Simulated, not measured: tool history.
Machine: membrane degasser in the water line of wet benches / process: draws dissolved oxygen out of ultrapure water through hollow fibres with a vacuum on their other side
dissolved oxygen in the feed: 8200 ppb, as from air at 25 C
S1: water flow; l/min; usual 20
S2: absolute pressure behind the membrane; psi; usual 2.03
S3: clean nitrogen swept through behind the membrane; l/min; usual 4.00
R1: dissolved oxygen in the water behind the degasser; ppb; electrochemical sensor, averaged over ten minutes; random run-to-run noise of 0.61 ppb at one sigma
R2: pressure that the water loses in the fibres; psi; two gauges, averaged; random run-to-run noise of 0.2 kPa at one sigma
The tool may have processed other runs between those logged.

run    hour  S1    S2    S3     R1     R2
  1     0.0  20  2.03  4.00  132.1  6.425
  2    84.2  20  2.03  4.00  131.8  6.409
  3   167.9  17  2.03  4.00  112.3  5.401
  4   281.4  29  2.03  4.00  198.0  9.378
  5   344.0  29  2.26  4.00  222.3  9.351
  6   408.1  24  2.03  4.00  159.9  7.738
  7   486.4  24  2.03  4.00  159.2  7.726
  8   564.4  24  2.03  7.01   95.5  7.733
  9   620.7  20  2.03  4.00  131.0  6.403
 10   736.6  27  2.54  4.00  233.0  8.717
 11   806.7  22  3.22  4.00  250.6  7.039
 12   873.6  22  3.22  4.00  249.6  7.072
 13   988.3  22  3.22  4.00  249.2  7.156
 14  1048.0  22  3.22  4.00  250.2  7.118
 15  1156.2  20  3.00  2.73  297.8  6.489
 16  1223.0  24  5.05  2.90  588.4  7.799
     1281.9  -- seals of the vacuum lines changed
 17  1317.5  24  5.05  2.90  589.0  7.715
 18  1421.7  24  5.05  2.90  585.4  7.739

What if the next run were any one of these 3? Each begins from the tool's condition after run 18:
  A  1540.9  20  5.05  2.90   ?   ?
  B  1540.9  12  2.20  4.00   ?   ?
  C  1540.9  27  1.45  2.90   ?   ?

run     R1     R2
  A  496.8  6.480
  B   88.8  3.871
  C  157.2  8.717
With the hidden condition removed and each run's random variation left untouched, the same runs would have given:
run     R1     R2
  A  496.6  6.476
  B   88.7  3.868
  C  156.9  8.711
